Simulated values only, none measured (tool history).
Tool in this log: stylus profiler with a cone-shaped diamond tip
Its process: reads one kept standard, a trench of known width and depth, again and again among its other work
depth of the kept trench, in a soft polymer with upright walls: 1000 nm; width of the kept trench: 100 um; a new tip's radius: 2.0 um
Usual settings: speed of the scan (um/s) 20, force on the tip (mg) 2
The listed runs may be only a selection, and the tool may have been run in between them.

run	day	speed of the scan (um/s)	force on the tip (mg)	depth of the trench (angstrom)	width of the trench's floor (µm)
1	0	20	2	10134.2	95.96
2	1.208	20	2	10136.5	95.97
3	2.092	20	2	10134	95.92
4	2.862	20	2	10133.4	95.94
5	3.512	20	2.72	10166.4	95.89
6	4.425	20	2	10134.1	95.9
7	5.279	20	2	10131.6	95.94
8	6.088	20	2	10131	95.87
9	7.192	20	2	10134.8	95.84
10	7.875	20	2	10133.2	95.95
11	8.783	44	2	10132.9	95.81
12	9.771	20	2	10132.6	95.89
13	10.65	20	2	10133.9	95.83
14	11.217	47	2	10130.9	95.74
15	12.533	20	3.84	10215.3	95.92
16	13.471	20	3.84	10214.2	95.92
17	14.712	20	2	10130.1	95.86
18	15.562	20	2	10131.7	95.81
19	16.779	17	2	10126.5	95.87
20	17.846	17	2	10131.8	95.87
21	18.779	17	2	10129.4	95.83
22	20.054	17	2	10130.8	95.84
23	20.967	18	2	10133.4	95.76
24	22.012	15	0.96	10072	95.81
25	23.096	15	1.78	10115.7	95.78
26	23.779	9	1.42	10097.9	95.79
27	24.583	64	1.17	10085.9	95.43
28	25.146	64	1.17	10082.6	95.42
29	25.933	9	2	10126.5	95.88
30	26.946	9	2	10126.8	95.81
31	27.892	9	2	10125.5	95.76
32	28.738	9	2	10124	95.83
33	29.938	9	2	10127.5	95.79
34	30.575	9	2	10127.1	95.77
35	31.179	71	2.06	10129.5	95.42
36	31.771	17	4.71	10242.4	95.79
37	32.783	20	4.4	10228.9	95.78
38	33.358	10	5.66	10274.4	95.77
39	34.429	10	5.66	10278.1	95.82
40	35.258	28	2.1	10128.3	95.65
41	35.95	9	1.19	10080	95.75
42	37.283	20	1.59	10102.8	95.71
43	38.125	6	3.72	10201.2	95.73
44	39.296	50	5	10249	95.64
45	40.625	10	1.98	10120.1	95.74
46	41.904	49	2	10121.8	95.49

Some steps in depth of the trench (angstrom) between neighbouring runs. How much of each would the tool show without its hidden state too (settings, what came in, random variation), and how much is left for the hidden state, with any gauge scatter that isn't in both results?
Unlogged tool condition in this case: radius of the tip, um; height scale over the true one, %; drift of the gauge itself on depth_nm, %; drift of the gauge itself on floor_um, %.
Run 14 -> 15: speed of the scan (um/s) 47 -> 20, force on the tip (mg) 2 -> 3.84. depth of the trench (angstrom) +84.4: hidden state -0.5, all else +84.9.
Run 21 -> 22: nothing adjusted, nothing logged. depth of the trench (angstrom) +1.4: hidden state -0.5, all else +1.9.
Run 35 -> 36: speed of the scan (um/s) 71 -> 17, force on the tip (mg) 2.06 -> 4.71. depth of the trench (angstrom) +112.9: hidden state -0.5, all else +113.4.
Run 39 -> 40: speed of the scan (um/s) 10 -> 28, force on the tip (mg) 5.66 -> 2.1. depth of the trench (angstrom) -149.8: hidden state +0.2, all else -150.
Run 42 -> 43: speed of the scan (um/s) 20 -> 6, force on the tip (mg) 1.59 -> 3.72. depth of the trench (angstrom) +98.4: hidden state -0.6, all else +99.
Run 44 -> 45: speed of the scan (um/s) 50 -> 10, force on the tip (mg) 5 -> 1.98. depth of the trench (angstrom) -128.9: hidden state +0, all else -128.9.

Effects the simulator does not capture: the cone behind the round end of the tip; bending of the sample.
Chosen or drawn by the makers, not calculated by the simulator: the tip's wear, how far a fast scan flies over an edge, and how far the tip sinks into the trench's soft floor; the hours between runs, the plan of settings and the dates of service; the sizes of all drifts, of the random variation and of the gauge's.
